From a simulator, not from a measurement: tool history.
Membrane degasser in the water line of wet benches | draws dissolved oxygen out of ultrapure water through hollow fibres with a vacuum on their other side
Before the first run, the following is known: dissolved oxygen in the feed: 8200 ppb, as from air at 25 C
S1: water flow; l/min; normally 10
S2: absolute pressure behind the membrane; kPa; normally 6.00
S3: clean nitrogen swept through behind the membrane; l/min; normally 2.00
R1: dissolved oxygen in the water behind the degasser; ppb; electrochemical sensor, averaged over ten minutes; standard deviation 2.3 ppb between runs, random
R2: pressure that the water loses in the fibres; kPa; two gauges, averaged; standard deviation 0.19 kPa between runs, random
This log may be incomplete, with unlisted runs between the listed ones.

{"run": 1, "hour": 0.0, "S1": 10, "S2": 6.0, "S3": 2.0, "R1": 236.9, "R2": 37.28}
{"run": 2, "hour": 37.2, "S1": 10, "S2": 6.0, "S3": 2.0, "R1": 240.4, "R2": 37.97}
{"hour": 75.7, "done": "seals of the vacuum lines changed"}
{"run": 3, "hour": 81.4, "S1": 10, "S2": 6.0, "S3": 2.0, "R1": 236.3, "R2": 37.63}
{"run": 4, "hour": 117.0, "S1": 10, "S2": 6.0, "S3": 2.0, "R1": 241.5, "R2": 37.42}
{"run": 5, "hour": 140.8, "S1": 10, "S2": 6.0, "S3": 2.0, "R1": 243.7, "R2": 37.71}
{"run": 6, "hour": 162.5, "S1": 10, "S2": 6.0, "S3": 2.0, "R1": 242.8, "R2": 37.65}
{"run": 7, "hour": 185.0, "S1": 10, "S2": 6.0, "S3": 2.0, "R1": 242.3, "R2": 37.66}
{"run": 8, "hour": 231.9, "S1": 10, "S2": 6.0, "S3": 3.82, "R1": 225.3, "R2": 37.49}
{"run": 9, "hour": 267.3, "S1": 10, "S2": 6.0, "S3": 3.82, "R1": 226.8, "R2": 37.8}
{"run": 10, "hour": 302.5, "S1": 10, "S2": 6.0, "S3": 3.82, "R1": 224.5, "R2": 37.91}
{"run": 11, "hour": 342.6, "S1": 10, "S2": 6.0, "S3": 3.82, "R1": 224.7, "R2": 37.67}
{"run": 12, "hour": 383.4, "S1": 8, "S2": 6.0, "S3": 3.82, "R1": 140.1, "R2": 30.17}
{"run": 13, "hour": 417.6, "S1": 8, "S2": 6.0, "S3": 1.17, "R1": 175.6, "R2": 30.26}
{"run": 14, "hour": 453.1, "S1": 9, "S2": 5.0, "S3": 1.64, "R1": 194.7, "R2": 33.95}
{"hour": 456.0, "done": "vacuum gauge calibrated"}
{"run": 15, "hour": 475.5, "S1": 14, "S2": 9.31, "S3": 1.64, "R1": 528.0, "R2": 52.85}
{"run": 16, "hour": 512.7, "S1": 14, "S2": 9.31, "S3": 1.64, "R1": 519.3, "R2": 52.94}
{"run": 17, "hour": 561.3, "S1": 6, "S2": 9.31, "S3": 1.23, "R1": 136.2, "R2": 22.78}
{"run": 18, "hour": 590.6, "S1": 7, "S2": 6.76, "S3": 1.23, "R1": 142.8, "R2": 26.39}
{"hour": 631.1, "done": "vacuum gauge calibrated, once more"}
{"run": 19, "hour": 638.6, "S1": 7, "S2": 5.3, "S3": 1.11, "R1": 121.9, "R2": 26.55}
{"run": 20, "hour": 687.9, "S1": 7, "S2": 11.79, "S3": 4.5, "R1": 124.7, "R2": 26.53}
{"run": 21, "hour": 733.8, "S1": 7, "S2": 4.15, "S3": 1.21, "R1": 104.6, "R2": 26.4}
{"run": 22, "hour": 756.6, "S1": 8, "S2": 11.71, "S3": 1.25, "R1": 256.2, "R2": 30.04}
{"run": 23, "hour": 776.7, "S1": 8, "S2": 11.71, "S3": 1.25, "R1": 257.4, "R2": 30.49}
{"run": 24, "hour": 801.1, "S1": 11, "S2": 6.0, "S3": 2.0, "R1": 296.3, "R2": 41.76}
{"run": 25, "hour": 830.1, "S1": 11, "S2": 6.0, "S3": 4.8, "R1": 273.9, "R2": 41.35}
{"run": 26, "hour": 873.7, "S1": 10, "S2": 9.74, "S3": 2.04, "R1": 290.6, "R2": 37.85}

Below are 5 alternative next runs, each starting from the tool's condition after run 26. Predict each:
{"run": "A", "hour": 901.4, "S1": 7, "S2": 9.74, "S3": 2.04, "R1": "?", "R2": "?"}
{"run": "B", "hour": 901.4, "S1": 7, "S2": 5.98, "S3": 2.0, "R1": "?", "R2": "?"}
{"run": "C", "hour": 901.4, "S1": 10, "S2": 10.03, "S3": 2.47, "R1": "?", "R2": "?"}
{"run": "D", "hour": 901.4, "S1": 14, "S2": 9.74, "S3": 1.43, "R1": "?", "R2": "?"}
{"run": "E", "hour": 901.4, "S1": 11, "S2": 10.45, "S3": 3.37, "R1": "?", "R2": "?"}

run=A R1=144.4 R2=26.33
run=B R1=116.2 R2=26.73
run=C R1=276.7 R2=37.93
run=D R1=549.7 R2=52.95
run=E R1=317.5 R2=41.52
Had the tool no hidden state, the same runs would have come out as:
run=A R1=133.9 R2=25.67
run=B R1=105.9 R2=26.07
run=C R1=257.4 R2=37.00
run=D R1=519.3 R2=51.65
run=E R1=295.3 R2=40.49
